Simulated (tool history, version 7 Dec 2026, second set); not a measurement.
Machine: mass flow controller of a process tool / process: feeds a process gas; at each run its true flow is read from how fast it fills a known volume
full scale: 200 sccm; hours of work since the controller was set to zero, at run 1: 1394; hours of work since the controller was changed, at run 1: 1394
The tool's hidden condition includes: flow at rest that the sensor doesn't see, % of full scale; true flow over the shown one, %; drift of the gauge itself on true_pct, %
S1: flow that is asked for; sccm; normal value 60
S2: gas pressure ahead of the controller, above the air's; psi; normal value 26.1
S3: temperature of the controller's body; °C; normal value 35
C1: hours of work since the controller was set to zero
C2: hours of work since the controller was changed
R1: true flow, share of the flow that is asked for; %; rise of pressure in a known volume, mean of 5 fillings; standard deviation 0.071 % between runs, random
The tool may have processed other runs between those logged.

Run 1, hour 0: usual settings; C1 1394; C2 1394. Result: R1 99.72 %.
Run 2, hour 166.8: usual settings; C1 1455; C2 1455. Result: R1 99.61 %.
Run 3, hour 298: usual settings; C1 1504; C2 1504. Result: R1 99.51 %.
Run 4, hour 533.5: usual settings but S1 121 sccm; C1 1591; C2 1591. Result: R1 100.1 %.
Run 5, hour 709.3: usual settings but S1 76 sccm; C1 1656; C2 1656. Result: R1 99.75 %.
Run 6, hour 840.1: usual settings but S1 76 sccm; C1 1704; C2 1704. Result: R1 99.45 %.
Run 7, hour 1027.2: usual settings but S1 76 sccm; C1 1773; C2 1773. Result: R1 99.56 %.
Run 8, hour 1217.4: usual settings; C1 1843; C2 1843. Result: R1 99.35 %.
Run 9, hour 1356.5: usual settings; C1 1895; C2 1895. Result: R1 99.25 %.
Run 10, hour 1479.5: usual settings; C1 1940; C2 1940. Result: R1 99.16 %.
Run 11, hour 1688.1: usual settings; C1 2017; C2 2017. Result: R1 99.27 %.
Run 12, hour 1893: usual settings; C1 2093; C2 2093. Result: R1 99.03 %.
Run 13, hour 2118.3: usual settings; C1 2176; C2 2176. Result: R1 98.99 %.
Run 14, hour 2369.4: usual settings but S3 21 °C; C1 2268; C2 2268. Result: R1 97.72 %.
Run 15, hour 2599.3: usual settings but S3 21 °C; C1 2353; C2 2353. Result: R1 97.59 %.
Run 16, hour 2839.8: usual settings but S3 21 °C; C1 2442; C2 2442. Result: R1 97.64 %.
Run 17, hour 3086.6: usual settings but S2 36 psi; C1 2533; C2 2533. Result: R1 98.14 %.
Run 18, hour 3326.8: usual settings but S2 36 psi; C1 2622; C2 2622. Result: R1 98.03 %.
Run 19, hour 3531: usual settings; C1 2697; C2 2697. Result: R1 98.52 %.
Run 20, hour 3731.3: usual settings but S3 31 °C; C1 2771; C2 2771. Result: R1 98.23 %.
Run 21, hour 3936.8: usual settings but S3 31 °C; C1 2847; C2 2847. Result: R1 98.15 %.
Run 22, hour 4129.2: usual settings but S3 31 °C; C1 2918; C2 2918. Result: R1 98.13 %.
Run 23, hour 4323: usual settings but S3 31 °C; C1 2989; C2 2989. Result: R1 98.01 %.
Run 24, hour 4531.7: usual settings but S3 28 °C; C1 3066; C2 3066. Result: R1 97.69 %.
Run 25, hour 4750.2: usual settings but S1 32 sccm; C1 3147; C2 3147. Result: R1 96.86 %.
Run 26, hour 4935.1: usual settings but S1 32 sccm; C1 3215; C2 3215. Result: R1 96.8 %.
At hour 4957.8: controller's zero set anew.
Run 27, hour 5182.3: usual settings but S1 32 sccm, S2 24.8 psi; C1 83; C2 3306. Result: R1 95.88 %.
Run 28, hour 5410.5: usual settings but S1 25 sccm, S2 27.3 psi, S3 22 °C; C1 167; C2 3391. Result: R1 93.48 %.
Run 29, hour 5585.6: usual settings but S1 33 sccm, S2 40 psi, S3 25 °C; C1 232; C2 3455. Result: R1 94.27 %.
At hour 5856.3: controller's zero set anew, once more.
Run 30, hour 5859.9: usual settings but S2 25.1 psi, S3 23 °C; C1 1; C2 3556. Result: R1 98.47 %.
Run 31, hour 6054.3: usual settings but S2 21.3 psi, S3 33 °C; C1 73; C2 3628. Result: R1 99.36 %.
Run 32, hour 6252.3: usual settings but S1 62 sccm, S2 21.2 psi, S3 38 °C; C1 146; C2 3701. Result: R1 99.63 %.
Run 33, hour 6418.1: usual settings but S1 66 sccm, S2 21.2 psi, S3 22 °C; C1 207; C2 3762. Result: R1 98.49 %.
Run 34, hour 6647.7: usual settings but S1 38 sccm, S2 26 psi, S3 27 °C; C1 292; C2 3847. Result: R1 98.15 %.
Run 35, hour 6850.9: usual settings but S1 38 sccm, S2 26 psi, S3 27 °C; C1 367; C2 3922. Result: R1 98.1 %.
Run 36, hour 7117.6: usual settings but S1 38 sccm, S2 26 psi, S3 27 °C; C1 466; C2 4021. Result: R1 98.08 %.
Run 37, hour 7366.9: usual settings but S1 24 sccm, S2 26 psi, S3 34 °C; C1 558; C2 4113. Result: R1 98.13 %.
Run 38, hour 7567.1: usual settings but S1 27 sccm, S2 39.5 psi, S3 23 °C; C1 631; C2 4186. Result: R1 96.73 %.
Run 39, hour 7821.3: usual settings but S1 103 sccm, S2 40.2 psi, S3 31 °C; C1 725; C2 4280. Result: R1 97.94 %.
Run 40, hour 8055.6: usual settings but S2 22.2 psi, S3 23 °C; C1 812; C2 4367. Result: R1 97.98 %.
Run 41, hour 8172.4: usual settings but S1 21 sccm, S2 26.8 psi, S3 21 °C; C1 855; C2 4410. Result: R1 96.46 %.
Run 42, hour 8354.5: usual settings but S1 21 sccm, S2 26.8 psi, S3 21 °C; C1 922; C2 4477. Result: R1 96.2 %.
Run 43, hour 8479.4: usual settings but S1 21 sccm, S2 26.8 psi, S3 21 °C; C1 968; C2 4523. Result: R1 96.19 %.
Run 44, hour 8694.7: usual settings but S1 21 sccm, S2 26.8 psi, S3 21 °C; C1 1048; C2 4603. Result: R1 96.03 %.
Run 45, hour 8854.4: usual settings but S1 158 sccm, S2 21.9 psi, S3 34 °C; C1 1107; C2 4662. Result: R1 99.16 %.
Run 46, hour 9079.2: usual settings but S1 158 sccm, S2 21.9 psi, S3 34 °C; C1 1190; C2 4745. Result: R1 99.17 %.
Run 47, hour 9322.1: usual settings; C1 1279; C2 4834. Result: R1 98.19 %.
Run 48, hour 9512.1: usual settings but S3 23 °C; C1 1349; C2 4904. Result: R1 97.17 %.
Run 49, hour 9702: usual settings but S2 32.5 psi, S3 29 °C; C1 1419; C2 4974. Result: R1 97.28 %.

For some of the steps in R1 from one run to the next: how much would appear even if the tool had no hidden state, given the settings, what came in and random variation, and how much remains for the hidden state plus any gauge scatter that the measured result and the result without hidden state don't share?
Run 24 -> 25: S1 60 -> 32, S3 28 -> 35. R1 -0.83 %: hidden state -1.36, all else +0.53.
Run 27 -> 28: S1 32 -> 25, S2 24.8 -> 27.3, S3 35 -> 22. R1 -2.4 %: hidden state -1.15, all else -1.25.
Run 29 -> 30: S1 33 -> 60, S2 40 -> 25.1, S3 25 -> 23, controller's zero set anew, once more. R1 +4.2 %: hidden state +3.53, all else +0.67.
Run 44 -> 45: S1 21 -> 158, S2 26.8 -> 21.9, S3 21 -> 34. R1 +3.13 %: hidden state +1.52, all else +1.61.
